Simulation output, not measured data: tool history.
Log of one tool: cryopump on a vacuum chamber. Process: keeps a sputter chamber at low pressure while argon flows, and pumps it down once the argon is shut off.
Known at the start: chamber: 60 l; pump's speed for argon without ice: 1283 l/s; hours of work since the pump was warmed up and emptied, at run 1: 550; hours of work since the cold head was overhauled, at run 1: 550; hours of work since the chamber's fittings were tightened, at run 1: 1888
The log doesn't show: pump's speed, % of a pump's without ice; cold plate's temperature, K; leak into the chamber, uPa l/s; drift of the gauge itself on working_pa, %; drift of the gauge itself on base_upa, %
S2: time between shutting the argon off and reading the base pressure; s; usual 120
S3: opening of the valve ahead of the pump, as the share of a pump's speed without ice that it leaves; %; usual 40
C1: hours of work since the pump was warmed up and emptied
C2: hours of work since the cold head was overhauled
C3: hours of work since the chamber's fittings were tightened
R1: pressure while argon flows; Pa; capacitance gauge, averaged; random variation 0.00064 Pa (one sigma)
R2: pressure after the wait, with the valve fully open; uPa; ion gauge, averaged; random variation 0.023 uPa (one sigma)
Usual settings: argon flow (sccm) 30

run 1 hour=0 | argon_flow_(sccm)=30 S2=120 S3=40 | C1=550 C2=550 C3=1888 | R1=0.1051 R2=2.15
run 2 hour=17.5 | argon_flow_(sccm)=27 S2=120 S3=40 | C1=565 C2=565 C3=1903 | R1=0.0948 R2=2.11
-- hour=24.5 pump warmed up, emptied and cooled again
run 3 hour=35.4 | argon_flow_(sccm)=27 S2=120 S3=40 | C1=9 C2=576 C3=1914 | R1=0.0905 R2=1.99
run 4 hour=50.9 | argon_flow_(sccm)=34 S2=120 S3=40 | C1=22 C2=589 C3=1927 | R1=0.1138 R2=1.96
run 5 hour=60.8 | argon_flow_(sccm)=15 S2=120 S3=40 | C1=31 C2=597 C3=1935 | R1=0.0492 R2=2.02
run 6 hour=72.2 | argon_flow_(sccm)=15 S2=120 S3=40 | C1=41 C2=607 C3=1945 | R1=0.0495 R2=1.95
run 7 hour=89.4 | argon_flow_(sccm)=15 S2=120 S3=40 | C1=55 C2=622 C3=1960 | R1=0.0495 R2=2.03
run 8 hour=103.9 | argon_flow_(sccm)=15 S2=120 S3=20 | C1=68 C2=634 C3=1972 | R1=0.0999 R2=2.02
run 9 hour=119.7 | argon_flow_(sccm)=13 S2=120 S3=40 | C1=81 C2=648 C3=1986 | R1=0.0447 R2=1.95
run 10 hour=129.2 | argon_flow_(sccm)=13 S2=120 S3=40 | C1=89 C2=656 C3=1994 | R1=0.0436 R2=2.08
run 11 hour=141 | argon_flow_(sccm)=19 S2=120 S3=40 | C1=99 C2=666 C3=2004 | R1=0.0644 R2=1.96
run 12 hour=154.7 | argon_flow_(sccm)=19 S2=120 S3=40 | C1=111 C2=678 C3=2016 | R1=0.0619 R2=2.15
run 13 hour=172.1 | argon_flow_(sccm)=19 S2=120 S3=40 | C1=126 C2=692 C3=2030 | R1=0.0631 R2=2.05
run 14 hour=180.7 | argon_flow_(sccm)=30 S2=120 S3=20 | C1=133 C2=700 C3=2038 | R1=0.1991 R2=2.08
run 15 hour=189.9 | argon_flow_(sccm)=30 S2=120 S3=20 | C1=141 C2=708 C3=2046 | R1=0.1997 R2=2.12
run 16 hour=204.7 | argon_flow_(sccm)=30 S2=120 S3=20 | C1=154 C2=720 C3=2058 | R1=0.1991 R2=2.09
run 17 hour=213.9 | argon_flow_(sccm)=30 S2=120 S3=22 | C1=161 C2=728 C3=2066 | R1=0.1809 R2=2.06
run 18 hour=229.5 | argon_flow_(sccm)=19 S2=33 S3=30 | C1=175 C2=741 C3=2079 | R1=0.0845 R2=3.4
run 19 hour=246.5 | argon_flow_(sccm)=15 S2=33 S3=30 | C1=189 C2=756 C3=2094 | R1=0.0661 R2=3.38
run 20 hour=259 | argon_flow_(sccm)=15 S2=33 S3=30 | C1=200 C2=766 C3=2104 | R1=0.0673 R2=3.43
run 21 hour=276.2 | argon_flow_(sccm)=12 S2=33 S3=37 | C1=215 C2=781 C3=2119 | R1=0.0437 R2=3.55
run 22 hour=286.7 | argon_flow_(sccm)=24 S2=271 S3=37 | C1=224 C2=790 C3=2128 | R1=0.0873 R2=1.89
run 23 hour=299.3 | argon_flow_(sccm)=24 S2=271 S3=37 | C1=234 C2=801 C3=2139 | R1=0.0866 R2=1.87
run 24 hour=314.8 | argon_flow_(sccm)=24 S2=271 S3=37 | C1=247 C2=814 C3=2152 | R1=0.0877 R2=1.95
run 25 hour=322.9 | argon_flow_(sccm)=24 S2=271 S3=37 | C1=254 C2=821 C3=2159 | R1=0.0874 R2=1.92
run 26 hour=332.9 | argon_flow_(sccm)=45 S2=37 S3=32 | C1=263 C2=829 C3=2167 | R1=0.19 R2=3.36
run 27 hour=341.7 | argon_flow_(sccm)=30 S2=21 S3=40 | C1=270 C2=837 C3=2175 | R1=0.1017 R2=4.59
run 28 hour=356.9 | argon_flow_(sccm)=16 S2=153 S3=40 | C1=283 C2=850 C3=2188 | R1=0.0539 R2=2.12
run 29 hour=366.2 | argon_flow_(sccm)=30 S2=24 S3=40 | C1=291 C2=858 C3=2196 | R1=0.1027 R2=4.24
run 30 hour=379.4 | argon_flow_(sccm)=42 S2=131 S3=43 | C1=303 C2=869 C3=2207 | R1=0.1341 R2=2.19
run 31 hour=394.9 | argon_flow_(sccm)=28 S2=131 S3=43 | C1=316 C2=882 C3=2220 | R1=0.0895 R2=2.28
run 32 hour=410 | argon_flow_(sccm)=28 S2=28 S3=51 | C1=329 C2=895 C3=2233 | R1=0.0761 R2=4.03

Hidden state at the last listed run before each entry between runs and at the first one after, where it differs:
Between runs 2 and 3: pump warmed up, emptied and cooled again (hour 24.5)
  pump's speed, % of a pump's without ice: 86 -> 99.6; leak into the chamber, uPa l/s: 1833 -> 1842
  measured less the result without the state, R1: +0.0061 -> +0.0004 Pa; R2: +1.42 -> +1.22 uPa
